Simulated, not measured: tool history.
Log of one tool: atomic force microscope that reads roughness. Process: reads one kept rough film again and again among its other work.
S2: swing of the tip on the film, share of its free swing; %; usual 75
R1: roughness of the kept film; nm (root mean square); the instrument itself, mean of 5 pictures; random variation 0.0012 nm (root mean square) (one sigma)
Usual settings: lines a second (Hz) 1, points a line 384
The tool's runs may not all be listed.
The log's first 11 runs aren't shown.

At day 12.492: new tip fitted.
Run 12, day 12.492: usual settings but S2 77 %. Result: R1 0.724 nm (root mean square).
Run 13, day 13.15: usual settings but S2 77 %. Result: R1 0.721 nm (root mean square).
Run 14, day 14.483: usual settings but S2 77 %. Result: R1 0.71 nm (root mean square).
Run 15, day 15.529: usual settings but S2 77 %. Result: R1 0.706 nm (root mean square).
At day 15.904: new tip fitted.
Run 16, day 16.788: usual settings. Result: R1 0.724 nm (root mean square).
Run 17, day 17.496: usual settings but lines a second (Hz) 1.89. Result: R1 0.675 nm (root mean square).
Run 18, day 18.642: usual settings but lines a second (Hz) 1.89. Result: R1 0.669 nm (root mean square).
At day 19.383: new tip fitted.
Run 19, day 19.504: usual settings but lines a second (Hz) 1.89. Result: R1 0.683 nm (root mean square).
Run 20, day 20.942: usual settings. Result: R1 0.722 nm (root mean square).
Run 21, day 21.633: usual settings. Result: R1 0.718 nm (root mean square).
At day 22.858: new tip fitted.
Run 22, day 23.283: usual settings. Result: R1 0.728 nm (root mean square).
Run 23, day 24.129: usual settings. Result: R1 0.723 nm (root mean square).
Run 24, day 25.767: usual settings. Result: R1 0.716 nm (root mean square).
At day 26.312: new tip fitted.
Run 25, day 26.579: usual settings but points a line 271. Result: R1 0.73 nm (root mean square).
Run 26, day 27.379: usual settings but lines a second (Hz) 3.58, S2 73 %, points a line 439. Result: R1 0.621 nm (root mean square).

The next listed run, before its measurement:
At day 27.492: height scale calibrated on a step standard.
Run 27, day 28.267: usual settings but lines a second (Hz) 3.58, S2 73 %, points a line 439. Result: R1 ?.

Run 27 gave R1 0.619 nm (root mean square).
Without the tool's hidden state the same run would have given R1 0.619 nm (root mean square).

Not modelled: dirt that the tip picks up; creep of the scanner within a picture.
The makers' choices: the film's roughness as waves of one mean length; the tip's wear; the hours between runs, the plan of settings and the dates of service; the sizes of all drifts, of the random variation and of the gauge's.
